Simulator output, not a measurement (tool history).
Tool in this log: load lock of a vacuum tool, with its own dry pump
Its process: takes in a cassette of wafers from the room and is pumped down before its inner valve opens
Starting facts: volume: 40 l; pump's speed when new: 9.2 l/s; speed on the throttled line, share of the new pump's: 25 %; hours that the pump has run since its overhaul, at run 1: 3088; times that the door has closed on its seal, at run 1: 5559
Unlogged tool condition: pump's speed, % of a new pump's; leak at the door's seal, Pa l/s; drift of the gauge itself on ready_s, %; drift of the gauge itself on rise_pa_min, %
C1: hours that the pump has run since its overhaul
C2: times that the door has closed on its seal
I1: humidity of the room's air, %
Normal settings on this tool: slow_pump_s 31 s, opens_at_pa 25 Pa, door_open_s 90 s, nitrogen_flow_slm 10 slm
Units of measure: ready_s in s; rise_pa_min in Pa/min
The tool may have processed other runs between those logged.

{"run": 1, "hour": 0.0, "slow_pump_s": 31, "opens_at_pa": 25, "door_open_s": 90, "nitrogen_flow_slm": 10, "C1": 3088, "C2": 5559, "I1": 46.1, "ready_s": 60.6, "rise_pa_min": 0.044}
{"run": 2, "hour": 174.7, "slow_pump_s": 31, "opens_at_pa": 25, "door_open_s": 90, "nitrogen_flow_slm": 10, "C1": 3263, "C2": 5914, "I1": 47.3, "ready_s": 60.5, "rise_pa_min": 0.043}
{"run": 3, "hour": 328.2, "slow_pump_s": 31, "opens_at_pa": 25, "door_open_s": 90, "nitrogen_flow_slm": 10, "C1": 3416, "C2": 6227, "I1": 45.3, "ready_s": 60.5, "rise_pa_min": 0.046}
{"run": 4, "hour": 517.0, "slow_pump_s": 31, "opens_at_pa": 25, "door_open_s": 90, "nitrogen_flow_slm": 10, "C1": 3605, "C2": 6612, "I1": 42.1, "ready_s": 60.6, "rise_pa_min": 0.049}
{"run": 5, "hour": 688.3, "slow_pump_s": 31, "opens_at_pa": 29, "door_open_s": 90, "nitrogen_flow_slm": 10, "C1": 3776, "C2": 6961, "I1": 41.9, "ready_s": 60.0, "rise_pa_min": 0.044}
{"run": 6, "hour": 879.6, "slow_pump_s": 31, "opens_at_pa": 29, "door_open_s": 90, "nitrogen_flow_slm": 10, "C1": 3967, "C2": 7350, "I1": 46.9, "ready_s": 60.1, "rise_pa_min": 0.045}
{"run": 7, "hour": 1025.4, "slow_pump_s": 31, "opens_at_pa": 29, "door_open_s": 90, "nitrogen_flow_slm": 10, "C1": 4113, "C2": 7647, "I1": 47.4, "ready_s": 60.3, "rise_pa_min": 0.048}
{"run": 8, "hour": 1181.2, "slow_pump_s": 31, "opens_at_pa": 29, "door_open_s": 90, "nitrogen_flow_slm": 10, "C1": 4269, "C2": 7965, "I1": 42.3, "ready_s": 60.5, "rise_pa_min": 0.044}
{"run": 9, "hour": 1326.9, "slow_pump_s": 31, "opens_at_pa": 25, "door_open_s": 90, "nitrogen_flow_slm": 10, "C1": 4415, "C2": 8261, "I1": 47.3, "ready_s": 60.8, "rise_pa_min": 0.048}
{"run": 10, "hour": 1477.6, "slow_pump_s": 31, "opens_at_pa": 25, "door_open_s": 90, "nitrogen_flow_slm": 10, "C1": 4566, "C2": 8569, "I1": 45.3, "ready_s": 61.1, "rise_pa_min": 0.049}
{"run": 11, "hour": 1567.7, "slow_pump_s": 31, "opens_at_pa": 25, "door_open_s": 90, "nitrogen_flow_slm": 10, "C1": 4656, "C2": 8752, "I1": 43.1, "ready_s": 61.1, "rise_pa_min": 0.046}
{"run": 12, "hour": 1668.7, "slow_pump_s": 31, "opens_at_pa": 25, "door_open_s": 90, "nitrogen_flow_slm": 10, "C1": 4757, "C2": 8958, "I1": 48.3, "ready_s": 61.0, "rise_pa_min": 0.045}
{"run": 13, "hour": 1776.5, "slow_pump_s": 31, "opens_at_pa": 25, "door_open_s": 90, "nitrogen_flow_slm": 10, "C1": 4864, "C2": 9177, "I1": 48.1, "ready_s": 61.3, "rise_pa_min": 0.05}
{"run": 14, "hour": 1911.6, "slow_pump_s": 57, "opens_at_pa": 25, "door_open_s": 90, "nitrogen_flow_slm": 10, "C1": 5000, "C2": 9453, "I1": 43.3, "ready_s": 80.3, "rise_pa_min": 0.049}
{"run": 15, "hour": 2086.1, "slow_pump_s": 31, "opens_at_pa": 25, "door_open_s": 90, "nitrogen_flow_slm": 28, "C1": 5174, "C2": 9808, "I1": 44.4, "ready_s": 61.1, "rise_pa_min": 0.039}
{"run": 16, "hour": 2285.5, "slow_pump_s": 31, "opens_at_pa": 25, "door_open_s": 90, "nitrogen_flow_slm": 28, "C1": 5373, "C2": 10214, "I1": 47.2, "ready_s": 61.3, "rise_pa_min": 0.043}
{"run": 17, "hour": 2479.1, "slow_pump_s": 31, "opens_at_pa": 21, "door_open_s": 90, "nitrogen_flow_slm": 28, "C1": 5567, "C2": 10609, "I1": 43.3, "ready_s": 62.4, "rise_pa_min": 0.046}
{"run": 18, "hour": 2665.6, "slow_pump_s": 25, "opens_at_pa": 21, "door_open_s": 90, "nitrogen_flow_slm": 28, "C1": 5753, "C2": 10988, "I1": 45.4, "ready_s": 57.8, "rise_pa_min": 0.042}
{"run": 19, "hour": 2757.9, "slow_pump_s": 25, "opens_at_pa": 21, "door_open_s": 90, "nitrogen_flow_slm": 28, "C1": 5846, "C2": 11176, "I1": 48.5, "ready_s": 57.6, "rise_pa_min": 0.044}
{"run": 20, "hour": 2862.1, "slow_pump_s": 25, "opens_at_pa": 21, "door_open_s": 90, "nitrogen_flow_slm": 28, "C1": 5950, "C2": 11389, "I1": 47.4, "ready_s": 57.8, "rise_pa_min": 0.04}
{"run": 21, "hour": 3066.0, "slow_pump_s": 30, "opens_at_pa": 39, "door_open_s": 187, "nitrogen_flow_slm": 4, "C1": 6154, "C2": 11804, "I1": 42.8, "ready_s": 58.8, "rise_pa_min": 0.084}
{"run": 22, "hour": 3202.9, "slow_pump_s": 30, "opens_at_pa": 39, "door_open_s": 187, "nitrogen_flow_slm": 4, "C1": 6291, "C2": 12083, "I1": 44.6, "ready_s": 58.6, "rise_pa_min": 0.089}
{"run": 23, "hour": 3350.7, "slow_pump_s": 30, "opens_at_pa": 39, "door_open_s": 187, "nitrogen_flow_slm": 4, "C1": 6439, "C2": 12384, "I1": 44.0, "ready_s": 58.9, "rise_pa_min": 0.082}
{"run": 24, "hour": 3521.3, "slow_pump_s": 41, "opens_at_pa": 46, "door_open_s": 98, "nitrogen_flow_slm": 26, "C1": 6609, "C2": 12731, "I1": 40.8, "ready_s": 66.1, "rise_pa_min": 0.048}
{"run": 25, "hour": 3645.8, "slow_pump_s": 39, "opens_at_pa": 25, "door_open_s": 98, "nitrogen_flow_slm": 10, "C1": 6734, "C2": 12985, "I1": 46.2, "ready_s": 67.6, "rise_pa_min": 0.062}
{"run": 26, "hour": 3838.2, "slow_pump_s": 17, "opens_at_pa": 25, "door_open_s": 98, "nitrogen_flow_slm": 14, "C1": 6926, "C2": 13377, "I1": 45.7, "ready_s": 51.5, "rise_pa_min": 0.06}
{"run": 27, "hour": 3991.5, "slow_pump_s": 21, "opens_at_pa": 25, "door_open_s": 98, "nitrogen_flow_slm": 14, "C1": 7079, "C2": 13689, "I1": 46.5, "ready_s": 54.4, "rise_pa_min": 0.062}
{"run": 28, "hour": 4075.4, "slow_pump_s": 31, "opens_at_pa": 37, "door_open_s": 27, "nitrogen_flow_slm": 15, "C1": 7163, "C2": 13860, "I1": 45.1, "ready_s": 59.8, "rise_pa_min": 0.043}
{"run": 29, "hour": 4162.3, "slow_pump_s": 31, "opens_at_pa": 37, "door_open_s": 27, "nitrogen_flow_slm": 15, "C1": 7250, "C2": 14037, "I1": 44.1, "ready_s": 60.0, "rise_pa_min": 0.042}
{"run": 30, "hour": 4291.5, "slow_pump_s": 46, "opens_at_pa": 29, "door_open_s": 98, "nitrogen_flow_slm": 41, "C1": 7379, "C2": 14300, "I1": 49.5, "ready_s": 72.4, "rise_pa_min": 0.047}
{"run": 31, "hour": 4442.9, "slow_pump_s": 34, "opens_at_pa": 21, "door_open_s": 90, "nitrogen_flow_slm": 27, "C1": 7531, "C2": 14609, "I1": 43.0, "ready_s": 65.1, "rise_pa_min": 0.053}
{"run": 32, "hour": 4590.7, "slow_pump_s": 22, "opens_at_pa": 21, "door_open_s": 90, "nitrogen_flow_slm": 4, "C1": 7679, "C2": 14910, "I1": 42.2, "ready_s": 56.3, "rise_pa_min": 0.06}
{"run": 33, "hour": 4788.1, "slow_pump_s": 49, "opens_at_pa": 25, "door_open_s": 195, "nitrogen_flow_slm": 10, "C1": 7876, "C2": 15312, "I1": 44.1, "ready_s": 74.9, "rise_pa_min": 0.079}
{"run": 34, "hour": 4955.1, "slow_pump_s": 49, "opens_at_pa": 25, "door_open_s": 195, "nitrogen_flow_slm": 10, "C1": 8043, "C2": 15652, "I1": 48.9, "ready_s": 75.4, "rise_pa_min": 0.087}
{"run": 35, "hour": 5133.5, "slow_pump_s": 31, "opens_at_pa": 42, "door_open_s": 174, "nitrogen_flow_slm": 10, "C1": 8221, "C2": 16015, "I1": 43.3, "ready_s": 59.8, "rise_pa_min": 0.085}
{"run": 36, "hour": 5229.7, "slow_pump_s": 37, "opens_at_pa": 37, "door_open_s": 174, "nitrogen_flow_slm": 10, "C1": 8318, "C2": 16211, "I1": 45.2, "ready_s": 64.7, "rise_pa_min": 0.082}

Table of differences, measured result less the result of that run with no hidden state. Run-to-run variation is the same in both. Gauge scatter possibly is not:
run=1 ready_s=+1.0 rise_pa_min=+0.010
run=2 ready_s=+1.1 rise_pa_min=+0.011
run=3 ready_s=+1.1 rise_pa_min=+0.012
run=4 ready_s=+1.2 rise_pa_min=+0.012
run=5 ready_s=+1.2 rise_pa_min=+0.013
run=6 ready_s=+1.2 rise_pa_min=+0.014
run=7 ready_s=+1.3 rise_pa_min=+0.014
run=8 ready_s=+1.3 rise_pa_min=+0.015
run=9 ready_s=+1.4 rise_pa_min=+0.015
run=10 ready_s=+1.5 rise_pa_min=+0.016
run=11 ready_s=+1.5 rise_pa_min=+0.016
run=12 ready_s=+1.5 rise_pa_min=+0.017
run=13 ready_s=+1.6 rise_pa_min=+0.017
run=14 ready_s=+1.3 rise_pa_min=+0.018
run=15 ready_s=+1.6 rise_pa_min=+0.018
run=16 ready_s=+1.8 rise_pa_min=+0.020
run=17 ready_s=+1.9 rise_pa_min=+0.020
run=18 ready_s=+2.0 rise_pa_min=+0.021
run=19 ready_s=+2.0 rise_pa_min=+0.022
run=20 ready_s=+2.1 rise_pa_min=+0.022
run=21 ready_s=+1.9 rise_pa_min=+0.023
run=22 ready_s=+1.9 rise_pa_min=+0.024
run=23 ready_s=+2.0 rise_pa_min=+0.025
run=24 ready_s=+1.8 rise_pa_min=+0.025
run=25 ready_s=+2.0 rise_pa_min=+0.026
run=26 ready_s=+2.5 rise_pa_min=+0.027
run=27 ready_s=+2.5 rise_pa_min=+0.028
run=28 ready_s=+2.2 rise_pa_min=+0.029
run=29 ready_s=+2.3 rise_pa_min=+0.028
run=30 ready_s=+2.1 rise_pa_min=+0.029
run=31 ready_s=+2.5 rise_pa_min=+0.030
run=32 ready_s=+2.8 rise_pa_min=+0.031
run=33 ready_s=+2.2 rise_pa_min=+0.031
run=34 ready_s=+2.2 rise_pa_min=+0.032
run=35 ready_s=+2.4 rise_pa_min=+0.034
run=36 ready_s=+2.4 rise_pa_min=+0.034
